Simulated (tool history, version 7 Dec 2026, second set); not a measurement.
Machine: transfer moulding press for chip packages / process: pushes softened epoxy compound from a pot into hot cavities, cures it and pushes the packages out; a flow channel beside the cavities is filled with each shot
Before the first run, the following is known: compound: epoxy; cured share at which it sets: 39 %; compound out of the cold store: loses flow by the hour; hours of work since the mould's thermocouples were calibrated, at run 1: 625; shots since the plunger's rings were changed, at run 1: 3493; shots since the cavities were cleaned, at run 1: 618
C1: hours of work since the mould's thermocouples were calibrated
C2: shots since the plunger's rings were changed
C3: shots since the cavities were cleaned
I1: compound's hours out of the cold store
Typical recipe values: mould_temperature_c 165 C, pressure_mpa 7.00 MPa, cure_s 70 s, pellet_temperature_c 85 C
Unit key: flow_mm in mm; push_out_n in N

{"run": 1, "day": 0.0, "mould_temperature_c": 165, "pressure_mpa": 7.0, "cure_s": 70, "pellet_temperature_c": 85, "C1": 625, "C2": 3493, "C3": 618, "I1": 44.5, "flow_mm": 532, "push_out_n": 882}
{"run": 2, "day": 1.483, "mould_temperature_c": 165, "pressure_mpa": 7.0, "cure_s": 70, "pellet_temperature_c": 85, "C1": 641, "C2": 3899, "C3": 1024, "I1": 43.9, "flow_mm": 525, "push_out_n": 948}
{"day": 2.025, "done": "cavities cleaned with cleaning compound and waxed"}
{"run": 3, "day": 2.283, "mould_temperature_c": 165, "pressure_mpa": 7.0, "cure_s": 70, "pellet_temperature_c": 85, "C1": 649, "C2": 4103, "C3": 72, "I1": 34.7, "flow_mm": 550, "push_out_n": 691}
{"run": 4, "day": 3.217, "mould_temperature_c": 165, "pressure_mpa": 7.0, "cure_s": 70, "pellet_temperature_c": 85, "C1": 658, "C2": 4359, "C3": 328, "I1": 25.4, "flow_mm": 576, "push_out_n": 854}
{"run": 5, "day": 4.1, "mould_temperature_c": 165, "pressure_mpa": 7.0, "cure_s": 70, "pellet_temperature_c": 85, "C1": 668, "C2": 4601, "C3": 570, "I1": 39.0, "flow_mm": 531, "push_out_n": 863}
{"run": 6, "day": 4.746, "mould_temperature_c": 165, "pressure_mpa": 8.44, "cure_s": 70, "pellet_temperature_c": 85, "C1": 675, "C2": 4778, "C3": 747, "I1": 19.7, "flow_mm": 655, "push_out_n": 995}
{"run": 7, "day": 5.592, "mould_temperature_c": 165, "pressure_mpa": 8.44, "cure_s": 70, "pellet_temperature_c": 85, "C1": 684, "C2": 5011, "C3": 980, "I1": 16.0, "flow_mm": 658, "push_out_n": 1043}
{"day": 6.338, "done": "cavities cleaned with cleaning compound and waxed"}
{"run": 8, "day": 6.983, "mould_temperature_c": 165, "pressure_mpa": 7.0, "cure_s": 70, "pellet_temperature_c": 85, "C1": 698, "C2": 5377, "C3": 179, "I1": 14.5, "flow_mm": 597, "push_out_n": 840}
{"run": 9, "day": 8.154, "mould_temperature_c": 165, "pressure_mpa": 7.0, "cure_s": 62, "pellet_temperature_c": 85, "C1": 710, "C2": 5698, "C3": 500, "I1": 38.5, "flow_mm": 530, "push_out_n": 1180}
{"run": 10, "day": 9.154, "mould_temperature_c": 165, "pressure_mpa": 7.0, "cure_s": 96, "pellet_temperature_c": 85, "C1": 721, "C2": 5972, "C3": 774, "I1": 8.6, "flow_mm": 620, "push_out_n": 661}
{"day": 9.912, "done": "plunger's sealing rings changed"}
{"day": 10.162, "done": "mould's thermocouples calibrated"}
{"run": 11, "day": 10.162, "mould_temperature_c": 165, "pressure_mpa": 7.0, "cure_s": 96, "pellet_temperature_c": 85, "C1": 0, "C2": 47, "C3": 1000, "I1": 30.9, "flow_mm": 609, "push_out_n": 692}
{"day": 10.8, "done": "cavities cleaned with cleaning compound and waxed"}
{"run": 12, "day": 11.683, "mould_temperature_c": 165, "pressure_mpa": 7.0, "cure_s": 96, "pellet_temperature_c": 85, "C1": 15, "C2": 447, "C3": 243, "I1": 41.3, "flow_mm": 573, "push_out_n": 534}
{"run": 13, "day": 13.125, "mould_temperature_c": 165, "pressure_mpa": 7.0, "cure_s": 96, "pellet_temperature_c": 85, "C1": 31, "C2": 843, "C3": 639, "I1": 10.5, "flow_mm": 652, "push_out_n": 659}
{"run": 14, "day": 14.7, "mould_temperature_c": 165, "pressure_mpa": 7.0, "cure_s": 70, "pellet_temperature_c": 75, "C1": 48, "C2": 1275, "C3": 1071, "I1": 31.1, "flow_mm": 586, "push_out_n": 1044}
{"day": 15.096, "done": "cavities cleaned with cleaning compound and waxed"}
{"run": 15, "day": 15.412, "mould_temperature_c": 159, "pressure_mpa": 6.64, "cure_s": 100, "pellet_temperature_c": 86, "C1": 54, "C2": 1454, "C3": 87, "I1": 28.4, "flow_mm": 593, "push_out_n": 593}
{"run": 16, "day": 16.688, "mould_temperature_c": 161, "pressure_mpa": 7.0, "cure_s": 79, "pellet_temperature_c": 90, "C1": 68, "C2": 1804, "C3": 437, "I1": 44.4, "flow_mm": 544, "push_out_n": 876}
{"run": 17, "day": 17.358, "mould_temperature_c": 161, "pressure_mpa": 7.0, "cure_s": 79, "pellet_temperature_c": 90, "C1": 75, "C2": 1989, "C3": 622, "I1": 41.2, "flow_mm": 556, "push_out_n": 955}
{"run": 18, "day": 18.017, "mould_temperature_c": 171, "pressure_mpa": 7.0, "cure_s": 63, "pellet_temperature_c": 94, "C1": 82, "C2": 2169, "C3": 802, "I1": 34.5, "flow_mm": 562, "push_out_n": 795}
{"day": 19.371, "done": "cavities cleaned with cleaning compound and waxed"}
{"run": 19, "day": 19.483, "mould_temperature_c": 171, "pressure_mpa": 5.54, "cure_s": 95, "pellet_temperature_c": 91, "C1": 97, "C2": 2555, "C3": 31, "I1": 46.8, "flow_mm": 467, "push_out_n": 446}
{"run": 20, "day": 20.479, "mould_temperature_c": 171, "pressure_mpa": 5.54, "cure_s": 95, "pellet_temperature_c": 91, "C1": 108, "C2": 2829, "C3": 305, "I1": 30.9, "flow_mm": 499, "push_out_n": 564}

Forecast run 21:
{"run": 21, "day": 21.167, "mould_temperature_c": 171, "pressure_mpa": 5.54, "cure_s": 95, "pellet_temperature_c": 91, "C1": 115, "C2": 3017, "C3": 493, "I1": 20.8, "flow_mm": "?", "push_out_n": "?"}

flow_mm: 527 mm
push_out_n: 590 N
Take away the tool's hidden state, keep the run-to-run variation as it was, and the same run would have given flow_mm 550 mm, push_out_n 431 N.
